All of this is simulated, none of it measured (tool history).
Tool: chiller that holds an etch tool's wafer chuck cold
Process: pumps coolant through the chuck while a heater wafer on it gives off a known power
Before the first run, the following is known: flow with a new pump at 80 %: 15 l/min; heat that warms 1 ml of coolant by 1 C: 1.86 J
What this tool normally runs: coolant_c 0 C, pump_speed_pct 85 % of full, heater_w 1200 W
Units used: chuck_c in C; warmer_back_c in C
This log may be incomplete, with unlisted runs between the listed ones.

run	hour	coolant_c	pump_speed_pct	heater_w	chuck_c	warmer_back_c
1	0.0	0	85	1200	12.5	2.40
2	81.2	0	85	1200	12.5	2.43
3	232.6	0	85	1200	12.3	2.41
4	340.0	0	89	1200	12.0	2.32
5	406.5	0	89	1200	12.0	2.27
6	485.8	0	89	1200	11.7	2.32
7	591.6	0	82	1200	12.9	2.52
8	704.2	0	82	1200	12.9	2.48
9	829.1	-4	63	699	5.3	1.98
10	957.0	4	68	1551	23.5	4.03
11	1107.0	-3	66	1200	12.4	3.20
12	1206.6	-3	66	1200	12.5	3.23

What will run 13 give?
13	1317.1	-10	85	1200	?	?

chuck_c: 2.4 C
warmer_back_c: 2.43 C
Without the tool's hidden state the same run would have given chuck_c 2.4 C, warmer_back_c 2.43 C.
